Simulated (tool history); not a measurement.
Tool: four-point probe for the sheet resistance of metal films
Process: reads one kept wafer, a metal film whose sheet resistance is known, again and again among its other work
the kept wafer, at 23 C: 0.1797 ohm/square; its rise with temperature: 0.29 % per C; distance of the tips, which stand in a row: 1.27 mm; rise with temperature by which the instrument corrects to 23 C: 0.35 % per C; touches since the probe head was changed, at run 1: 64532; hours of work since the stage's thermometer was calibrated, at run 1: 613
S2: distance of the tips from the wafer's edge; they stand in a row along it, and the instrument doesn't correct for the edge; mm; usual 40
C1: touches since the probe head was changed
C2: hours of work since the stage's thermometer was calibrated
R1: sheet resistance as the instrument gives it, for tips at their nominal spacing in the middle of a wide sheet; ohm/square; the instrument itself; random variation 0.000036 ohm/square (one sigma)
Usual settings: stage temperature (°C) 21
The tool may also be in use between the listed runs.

Run 1, hour 0: usual settings; C1 64532; C2 613. Result: R1 0.178719 ohm/square.
Run 2, hour 57.4: usual settings but S2 5 mm; C1 66163; C2 636. Result: R1 0.184583 ohm/square.
Run 3, hour 123.6: usual settings but S2 5 mm; C1 68043; C2 664. Result: R1 0.184518 ohm/square.
Run 4, hour 183.6: usual settings but S2 5 mm; C1 69748; C2 688. Result: R1 0.184486 ohm/square.
Run 5, hour 247: usual settings; C1 71549; C2 714. Result: R1 0.178545 ohm/square.
Run 6, hour 291.2: usual settings; C1 72806; C2 733. Result: R1 0.178563 ohm/square.
Run 7, hour 332.2: usual settings but stage temperature (°C) 29; C1 73971; C2 749. Result: R1 0.177589 ohm/square.
Run 8, hour 417.4: usual settings but stage temperature (°C) 19; C1 76390; C2 784. Result: R1 0.178764 ohm/square.
Run 9, hour 467.5: usual settings but stage temperature (°C) 19; C1 77816; C2 805. Result: R1 0.178707 ohm/square.
Run 10, hour 550: usual settings; C1 80159; C2 839. Result: R1 0.178338 ohm/square.
Run 11, hour 603.2: usual settings but stage temperature (°C) 24; C1 81671; C2 861. Result: R1 0.177962 ohm/square.
Run 12, hour 691.6: usual settings but stage temperature (°C) 19; C1 84182; C2 897. Result: R1 0.178501 ohm/square.
Run 13, hour 763.8: usual settings but stage temperature (°C) 19; C1 86234; C2 927. Result: R1 0.178472 ohm/square.
Run 14, hour 823.1: usual settings but stage temperature (°C) 19; C1 87920; C2 951. Result: R1 0.178453 ohm/square.
Run 15, hour 887.3: usual settings but S2 9 mm; C1 89743; C2 978. Result: R1 0.179966 ohm/square.
Run 16, hour 939.8: usual settings but S2 9 mm; C1 91234; C2 999. Result: R1 0.179886 ohm/square.
At hour 988.1: new probe head fitted.
Run 17, hour 1031.3: usual settings but S2 43 mm; C1 1229; C2 1036. Result: R1 0.180274 ohm/square.
Run 18, hour 1095.6: usual settings but S2 43 mm; C1 3056; C2 1063. Result: R1 0.180255 ohm/square.
Run 19, hour 1179.1: usual settings but S2 43 mm; C1 5428; C2 1097. Result: R1 0.180154 ohm/square.
Run 20, hour 1263.7: usual settings but S2 43 mm; C1 7830; C2 1132. Result: R1 0.180149 ohm/square.
Run 21, hour 1335.7: usual settings but stage temperature (°C) 26; C1 9876; C2 1162. Result: R1 0.179467 ohm/square.
Run 22, hour 1389.1: usual settings but stage temperature (°C) 26; C1 11395; C2 1184. Result: R1 0.179412 ohm/square.
Run 23, hour 1441.7: usual settings but stage temperature (°C) 33, S2 12 mm; C1 12888; C2 1205. Result: R1 0.179565 ohm/square.
Run 24, hour 1506.3: usual settings but stage temperature (°C) 33, S2 8 mm; C1 14724; C2 1232. Result: R1 0.180847 ohm/square.
Run 25, hour 1554.2: usual settings but stage temperature (°C) 20, S2 59 mm; C1 16086; C2 1251. Result: R1 0.180019 ohm/square.
Run 26, hour 1630.8: usual settings but stage temperature (°C) 33, S2 7 mm; C1 18262; C2 1283. Result: R1 0.181468 ohm/square.
Run 27, hour 1677.8: usual settings but stage temperature (°C) 33, S2 7 mm; C1 19598; C2 1302. Result: R1 0.181428 ohm/square.
Run 28, hour 1748: usual settings but stage temperature (°C) 19, S2 19 mm; C1 21592; C2 1331. Result: R1 0.1804 ohm/square.
Run 29, hour 1817.2: usual settings but stage temperature (°C) 22, S2 53 mm; C1 23558; C2 1360. Result: R1 0.179607 ohm/square.
Run 30, hour 1883.1: usual settings but stage temperature (°C) 33, S2 21 mm; C1 25432; C2 1387. Result: R1 0.178566 ohm/square.
Run 31, hour 1929.8: usual settings but S2 6 mm; C1 26757; C2 1406. Result: R1 0.183855 ohm/square.
Run 32, hour 2009.3: usual settings but S2 6 mm; C1 29015; C2 1439. Result: R1 0.183814 ohm/square.
Run 33, hour 2055.6: usual settings but stage temperature (°C) 24, S2 8 mm; C1 30331; C2 1458. Result: R1 0.18153 ohm/square.
Run 34, hour 2124.8: usual settings but stage temperature (°C) 24, S2 8 mm; C1 32298; C2 1486. Result: R1 0.181543 ohm/square.
Run 35, hour 2178.5: usual settings but S2 8 mm; C1 33824; C2 1508. Result: R1 0.181935 ohm/square.

The next listed run, before its measurement:
Run 36, hour 2266.5: usual settings but S2 8 mm; C1 36324; C2 1544. Result: R1 ?.

Run 36 gave R1 0.181866 ohm/square.
Without the tool's hidden state the same run would have given R1 0.18241 ohm/square.
